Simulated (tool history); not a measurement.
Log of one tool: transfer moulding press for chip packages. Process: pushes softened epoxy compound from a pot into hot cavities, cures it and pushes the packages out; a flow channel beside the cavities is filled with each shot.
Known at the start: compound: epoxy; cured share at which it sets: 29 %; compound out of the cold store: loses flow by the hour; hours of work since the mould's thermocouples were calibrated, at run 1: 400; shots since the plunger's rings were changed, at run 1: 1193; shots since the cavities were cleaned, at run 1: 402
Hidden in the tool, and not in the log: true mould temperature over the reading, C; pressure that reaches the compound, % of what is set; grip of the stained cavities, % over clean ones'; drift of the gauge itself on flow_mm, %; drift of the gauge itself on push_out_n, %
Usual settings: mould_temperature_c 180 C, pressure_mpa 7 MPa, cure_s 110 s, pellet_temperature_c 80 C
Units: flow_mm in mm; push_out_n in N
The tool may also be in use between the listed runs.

run,hour,mould_temperature_c,pressure_mpa,cure_s,pellet_temperature_c,hours of work since the mould's thermocouples were calibrated,shots since the plunger's rings were changed,shots since the cavities were cleaned,incoming compound's hours out of the cold store,flow_mm,push_out_n
1,0,180,7,110,80,400,1193,402,23,498,890
2,56.7,180,7,110,80,424,1560,769,22.9,498,1041
# hour 64.7: cavities cleaned with cleaning compound and waxed
3,101.2,180,7,110,80,442,1838,236,18.3,500,801
4,171,180,7,110,80,471,2289,687,17.6,499,1015
# hour 191.5: cavities cleaned with cleaning compound and waxed
5,236.7,180,7,110,80,498,2704,292,45.7,454,795
# hour 288.7: plunger's sealing rings changed
6,298.6,180,7,110,80,523,64,676,8.4,533,1018
# hour 319.5: cavities cleaned with cleaning compound and waxed
7,366.7,177,7,110,80,551,495,305,36.9,490,974
8,431.2,174,7.21,124,72,578,912,722,12.3,544,1234
# hour 443.7: cavities cleaned with cleaning compound and waxed
9,473.9,174,7.21,124,72,596,1179,196,38.2,501,876
10,531.8,174,7.21,124,72,620,1553,570,42.8,488,1117
# hour 567.6: cavities cleaned with cleaning compound and waxed
11,582.1,180,5.42,117,81,641,1868,93,18,444,603
12,618.2,184,7,110,89,656,2101,326,19.4,490,741
13,687.7,184,7,110,89,685,2551,776,24.5,477,888

Hidden state or all else? Some run-to-run changes of flow_mm, split into what the settings, what came in and random variation would give without the hidden state, and what is left for the hidden state (with any gauge scatter that isn't in both results):
Run 5 -> 6: plunger's sealing rings changed. flow_mm +79 mm: hidden state +19, all else +60.
